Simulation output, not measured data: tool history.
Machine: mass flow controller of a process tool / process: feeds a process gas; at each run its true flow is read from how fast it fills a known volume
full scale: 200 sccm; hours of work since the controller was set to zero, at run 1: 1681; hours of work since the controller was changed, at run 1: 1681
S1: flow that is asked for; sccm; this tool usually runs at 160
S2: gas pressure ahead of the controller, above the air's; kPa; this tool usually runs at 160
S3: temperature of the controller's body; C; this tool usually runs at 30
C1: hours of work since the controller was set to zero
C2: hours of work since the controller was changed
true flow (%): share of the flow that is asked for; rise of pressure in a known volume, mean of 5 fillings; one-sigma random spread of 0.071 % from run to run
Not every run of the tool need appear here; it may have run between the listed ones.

Run 1, hour 0.0: usual settings; C1 1681; C2 1681. Result: true flow (%) 98.46.
Run 2, hour 222.0: usual settings but S3 31 C; C1 1777; C2 1777. Result: true flow (%) 98.30.
Run 3, hour 601.6: usual settings but S3 31 C; C1 1940; C2 1940. Result: true flow (%) 98.24.
Run 4, hour 793.4: usual settings but S3 31 C; C1 2023; C2 2023. Result: true flow (%) 98.21.
Run 5, hour 1030.8: usual settings but S3 31 C; C1 2125; C2 2125. Result: true flow (%) 98.25.
Run 6, hour 1379.4: usual settings but S3 31 C; C1 2276; C2 2276. Result: true flow (%) 98.20.
Run 7, hour 1642.4: usual settings but S3 31 C; C1 2389; C2 2389. Result: true flow (%) 98.08.
Run 8, hour 1986.2: usual settings but S1 29 sccm, S3 31 C; C1 2537; C2 2537. Result: true flow (%) 95.04.
Run 9, hour 2380.2: usual settings but S2 242 kPa; C1 2707; C2 2707. Result: true flow (%) 97.67.
Run 10, hour 2641.3: usual settings but S2 242 kPa; C1 2819; C2 2819. Result: true flow (%) 97.77.
Run 11, hour 2824.5: usual settings but S2 242 kPa; C1 2898; C2 2898. Result: true flow (%) 97.58.
Run 12, hour 3029.8: usual settings but S2 141 kPa; C1 2987; C2 2987. Result: true flow (%) 97.84.
Run 13, hour 3231.9: usual settings but S2 141 kPa; C1 3074; C2 3074. Result: true flow (%) 97.76.
Run 14, hour 3397.7: usual settings but S2 141 kPa; C1 3146; C2 3146. Result: true flow (%) 97.58.
Run 15, hour 3757.4: usual settings but S2 141 kPa, S3 20 C; C1 3301; C2 3301. Result: true flow (%) 97.16.
Run 16, hour 4063.4: usual settings but S2 141 kPa, S3 20 C; C1 3432; C2 3432. Result: true flow (%) 97.04.
Run 17, hour 4467.5: usual settings but S2 155 kPa; C1 3607; C2 3607. Result: true flow (%) 97.30.
Run 18, hour 4761.8: usual settings but S2 236 kPa; C1 3733; C2 3733. Result: true flow (%) 97.06.
Run 19, hour 5014.7: usual settings but S2 236 kPa; C1 3842; C2 3842. Result: true flow (%) 97.17.
Run 20, hour 5289.6: usual settings but S2 236 kPa; C1 3961; C2 3961. Result: true flow (%) 97.05.
Run 21, hour 5496.1: usual settings but S1 28 sccm, S2 236 kPa; C1 4050; C2 4050. Result: true flow (%) 93.62.
At hour 5529.6: controller's zero set anew.
Run 22, hour 5741.1: usual settings but S3 32 C; C1 91; C2 4155. Result: true flow (%) 96.97.
Run 23, hour 5997.4: usual settings but S3 32 C; C1 202; C2 4266. Result: true flow (%) 96.97.
Run 24, hour 6233.8: usual settings but S1 32 sccm; C1 304; C2 4368. Result: true flow (%) 93.05.
Run 25, hour 6623.6: usual settings but S1 108 sccm, S2 155 kPa, S3 29 C; C1 472; C2 4536. Result: true flow (%) 95.58.
Run 26, hour 7003.6: usual settings but S1 28 sccm, S2 253 kPa; C1 635; C2 4699. Result: true flow (%) 92.15.
At hour 7197.0: controller's zero set anew, once more.
Run 27, hour 7202.0: usual settings but S1 38 sccm, S2 238 kPa, S3 34 C; C1 2; C2 4785. Result: true flow (%) 94.91.
Run 28, hour 7400.5: usual settings but S1 46 sccm, S2 188 kPa, S3 38 C; C1 88; C2 4870. Result: true flow (%) 95.17.
Run 29, hour 7777.8: usual settings but S1 23 sccm, S3 25 C; C1 250; C2 5033. Result: true flow (%) 94.07.
Run 30, hour 8005.9: usual settings but S1 27 sccm, S2 237 kPa, S3 25 C; C1 349; C2 5131. Result: true flow (%) 94.07.
Run 31, hour 8288.8: usual settings but S1 27 sccm, S2 237 kPa, S3 25 C; C1 471; C2 5253. Result: true flow (%) 93.99.
Run 32, hour 8513.9: usual settings but S1 27 sccm, S2 237 kPa, S3 25 C; C1 568; C2 5350. Result: true flow (%) 93.86.
Run 33, hour 8903.5: usual settings but S1 60 sccm, S2 262 kPa, S3 28 C; C1 736; C2 5518. Result: true flow (%) 94.56.
Run 34, hour 9104.9: usual settings but S1 60 sccm, S2 262 kPa, S3 28 C; C1 822; C2 5605. Result: true flow (%) 94.52.
Run 35, hour 9408.0: usual settings but S1 163 sccm; C1 953; C2 5736. Result: true flow (%) 96.49.
At hour 9566.8: controller exchanged for a calibrated one.
Run 36, hour 9753.3: usual settings but S1 26 sccm, S2 218 kPa, S3 24 C; C1 80; C2 80. Result: true flow (%) 96.54.
Run 37, hour 10131.5: usual settings but S1 86 sccm, S2 218 kPa; C1 243; C2 243. Result: true flow (%) 97.80.
Run 38, hour 10503.1: usual settings but S1 86 sccm, S2 218 kPa; C1 404; C2 404. Result: true flow (%) 97.66.
Run 39, hour 10727.2: usual settings but S3 39 C; C1 500; C2 500. Result: true flow (%) 99.47.
Run 40, hour 10916.3: usual settings but S1 74 sccm, S2 190 kPa, S3 24 C; C1 582; C2 582. Result: true flow (%) 97.12.
Run 41, hour 11216.3: usual settings but S1 74 sccm, S2 239 kPa; C1 711; C2 711. Result: true flow (%) 97.27.
Run 42, hour 11462.0: usual settings but S2 252 kPa, S3 39 C; C1 817; C2 817. Result: true flow (%) 99.04.
Run 43, hour 11750.4: usual settings but S1 86 sccm, S2 203 kPa, S3 34 C; C1 941; C2 941. Result: true flow (%) 97.55.
Run 44, hour 11950.0: usual settings but S1 103 sccm, S2 180 kPa; C1 1027; C2 1027. Result: true flow (%) 97.75.
Run 45, hour 12186.6: usual settings but S1 86 sccm, S2 206 kPa, S3 25 C; C1 1129; C2 1129. Result: true flow (%) 97.10.

Below are 4 alternative next runs, each starting from the tool's condition after run 45. Predict each:
Run A, hour 12453.0: usual settings but S1 86 sccm, S2 206 kPa, S3 28 C; C1 1244; C2 1244. Result: true flow (%) ?.
Run B, hour 12453.0: usual settings but S1 86 sccm, S2 228 kPa, S3 25 C; C1 1244; C2 1244. Result: true flow (%) ?.
Run C, hour 12453.0: usual settings but S1 120 sccm, S2 219 kPa, S3 35 C; C1 1244; C2 1244. Result: true flow (%) ?.
Run D, hour 12453.0: usual settings but S1 122 sccm, S2 151 kPa, S3 26 C; C1 1244; C2 1244. Result: true flow (%) ?.

run  true flow (%)
  A          97.27
  B          96.96
  C          98.04
  D          97.73
With the hidden condition removed and each run's random variation left untouched, the same runs would have given:
run  true flow (%)
  A          98.25
  B          97.94
  C          98.96
  D          98.65
